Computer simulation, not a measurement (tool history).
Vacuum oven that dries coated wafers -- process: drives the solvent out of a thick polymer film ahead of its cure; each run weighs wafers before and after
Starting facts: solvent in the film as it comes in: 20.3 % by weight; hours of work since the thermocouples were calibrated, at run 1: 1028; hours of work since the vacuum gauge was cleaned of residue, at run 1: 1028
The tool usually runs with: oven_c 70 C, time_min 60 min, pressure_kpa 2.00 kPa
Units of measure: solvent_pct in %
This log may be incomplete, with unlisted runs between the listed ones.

run	hour	oven_c	time_min	pressure_kpa	hours of work since the thermocouples were calibrated	hours of work since the vacuum gauge was cleaned of residue	solvent_pct
1	0.0	70	60	2.00	1028	1028	5.46
2	91.3	70	60	2.00	1099	1099	5.52
3	147.2	70	60	2.00	1142	1142	5.45
4	228.1	70	103	2.00	1205	1205	2.91
5	311.2	70	60	2.00	1269	1269	5.46
6	407.8	70	60	6.38	1344	1344	7.36
7	492.4	70	60	6.38	1410	1410	7.35
8	564.2	70	60	2.00	1466	1466	5.44
# hour 573.4: oven's thermocouples calibrated
9	669.7	70	60	5.73	75	1546	7.08
10	769.0	70	83	2.00	152	1623	3.96
11	849.1	70	83	2.00	214	1685	3.91
12	919.5	70	60	2.00	269	1740	5.49
13	1016.6	70	84	2.00	344	1815	3.93

Run 14, settings as shown, results not yet in. Your forecast:
14	1100.8	57	60	2.00	409	1880	?

solvent_pct: 11.87 %
The same run, on a tool lacking any hidden state, would have yielded solvent_pct 11.85 %.
